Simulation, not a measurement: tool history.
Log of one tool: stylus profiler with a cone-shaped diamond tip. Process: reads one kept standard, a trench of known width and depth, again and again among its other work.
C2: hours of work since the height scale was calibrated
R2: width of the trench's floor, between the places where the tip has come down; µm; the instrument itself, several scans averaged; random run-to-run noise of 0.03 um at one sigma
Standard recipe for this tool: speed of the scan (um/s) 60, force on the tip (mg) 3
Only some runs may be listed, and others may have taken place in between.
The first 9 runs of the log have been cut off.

{"run": 10, "day": 4.104, "speed of the scan (um/s)": 60, "force on the tip (mg)": 3, "scans with this tip": 5286, "C2": 556, "depth of the trench (Å)": 1018.6, "R2": 28.35}
{"run": 11, "day": 4.588, "speed of the scan (um/s)": 60, "force on the tip (mg)": 3, "scans with this tip": 5371, "C2": 565, "depth of the trench (Å)": 1016.8, "R2": 28.28}
{"run": 12, "day": 5.283, "speed of the scan (um/s)": 60, "force on the tip (mg)": 3, "scans with this tip": 5494, "C2": 578, "depth of the trench (Å)": 1019.3, "R2": 28.32}
{"run": 13, "day": 5.988, "speed of the scan (um/s)": 60, "force on the tip (mg)": 3, "scans with this tip": 5618, "C2": 591, "depth of the trench (Å)": 1019, "R2": 28.3}
{"run": 14, "day": 6.712, "speed of the scan (um/s)": 60, "force on the tip (mg)": 3, "scans with this tip": 5746, "C2": 605, "depth of the trench (Å)": 1018.8, "R2": 28.36}
{"run": 15, "day": 7.217, "speed of the scan (um/s)": 60, "force on the tip (mg)": 3, "scans with this tip": 5835, "C2": 614, "depth of the trench (Å)": 1017.1, "R2": 28.3}
{"run": 16, "day": 7.733, "speed of the scan (um/s)": 60, "force on the tip (mg)": 3, "scans with this tip": 5926, "C2": 624, "depth of the trench (Å)": 1018.4, "R2": 28.33}
{"run": 17, "day": 8.096, "speed of the scan (um/s)": 19, "force on the tip (mg)": 6.22, "scans with this tip": 5990, "C2": 630, "depth of the trench (Å)": 1028.9, "R2": 28.53}
{"run": 18, "day": 8.471, "speed of the scan (um/s)": 22, "force on the tip (mg)": 5.1, "scans with this tip": 6056, "C2": 637, "depth of the trench (Å)": 1023.5, "R2": 28.46}
{"run": 19, "day": 9.179, "speed of the scan (um/s)": 186, "force on the tip (mg)": 3.47, "scans with this tip": 6181, "C2": 650, "depth of the trench (Å)": 1021.2, "R2": 27.91}
{"run": 20, "day": 9.65, "speed of the scan (um/s)": 186, "force on the tip (mg)": 3.47, "scans with this tip": 6264, "C2": 659, "depth of the trench (Å)": 1020, "R2": 27.8}
{"run": 21, "day": 10.021, "speed of the scan (um/s)": 37, "force on the tip (mg)": 6.5, "scans with this tip": 6330, "C2": 666, "depth of the trench (Å)": 1030.6, "R2": 28.38}
{"run": 22, "day": 10.504, "speed of the scan (um/s)": 37, "force on the tip (mg)": 6.5, "scans with this tip": 6415, "C2": 675, "depth of the trench (Å)": 1029.5, "R2": 28.43}
{"run": 23, "day": 11.229, "speed of the scan (um/s)": 37, "force on the tip (mg)": 6.5, "scans with this tip": 6543, "C2": 689, "depth of the trench (Å)": 1030.8, "R2": 28.48}

For run 24, what comes out?
{"run": 24, "day": 11.704, "speed of the scan (um/s)": 37, "force on the tip (mg)": 6.5, "scans with this tip": 6626, "C2": 697, "depth of the trench (Å)": "?", "R2": "?"}

depth of the trench (Å): 1031
R2: 28.4 µm
With the hidden condition absent and the run-to-run variation left alone, this run would have shown depth of the trench (Å) 1027.8, R2 28.62 µm.

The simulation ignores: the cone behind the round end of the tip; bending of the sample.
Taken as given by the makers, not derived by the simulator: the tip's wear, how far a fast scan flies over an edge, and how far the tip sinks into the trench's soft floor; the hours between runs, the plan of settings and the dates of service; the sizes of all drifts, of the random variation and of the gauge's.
